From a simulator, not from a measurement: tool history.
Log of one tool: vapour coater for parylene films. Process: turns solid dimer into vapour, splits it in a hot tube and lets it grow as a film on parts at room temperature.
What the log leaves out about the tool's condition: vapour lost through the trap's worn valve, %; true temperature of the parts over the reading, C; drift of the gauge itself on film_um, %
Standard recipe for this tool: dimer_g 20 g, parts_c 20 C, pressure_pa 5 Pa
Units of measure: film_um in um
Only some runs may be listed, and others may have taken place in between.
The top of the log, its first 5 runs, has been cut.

run,hour,dimer_g,parts_c,pressure_pa,hours of work since the trap's valve was overhauled,hours of work since the table's thermometer was calibrated,film_um
6,151,20,20,6.51,441,1066,6.81
7,181,20,20,6.51,466,1090,6.83
8,209.8,20,20,5,489,1113,6.92
9,234.3,20,20,5,509,1133,6.93
10,259,20,20,5,529,1153,6.8
11,287,20,20,5,552,1176,6.81
12,322.5,20,20,5,581,1205,6.82
13,365,20,20,5,615,1239,6.75
# hour 372.8: trap's valve overhauled
14,410.9,20,20,5,31,1273,6.38
# hour 449.4: table's thermometer calibrated
15,455.8,20,20,5,66,5,6.44
16,500.6,20,20,5,103,41,6.45
17,525.3,20,20,2.16,123,62,6.87
# hour 541.6: trap's valve overhauled, once more
18,556.6,20,20,5,12,84,7.57
19,580.5,20,20,5,32,103,7.51
20,625.7,12,20,5,68,140,4.47
21,653.5,12,20,5,91,162,4.49
22,684.1,19,20,5,116,187,7.02
23,714.7,19,20,5,140,212,7.07
24,754.3,19,20,5,173,244,6.98
25,774,19,20,5,188,260,6.94
26,800,16,20,4.56,210,281,5.91
27,831.2,33,15,5.63,235,306,12.8
28,870.8,14,18,7.13,267,339,5.14
29,916.4,14,18,7.13,304,376,5.08
30,960.5,14,18,7.13,340,411,5.03

Forecast run 31:
31,1006.4,24,28,10.62,377,448,?

{"run 31": {"film_um": 7.04}}
If the tool had no hidden condition, the same run with the same run-to-run variation would have returned film_um 7.57 um.

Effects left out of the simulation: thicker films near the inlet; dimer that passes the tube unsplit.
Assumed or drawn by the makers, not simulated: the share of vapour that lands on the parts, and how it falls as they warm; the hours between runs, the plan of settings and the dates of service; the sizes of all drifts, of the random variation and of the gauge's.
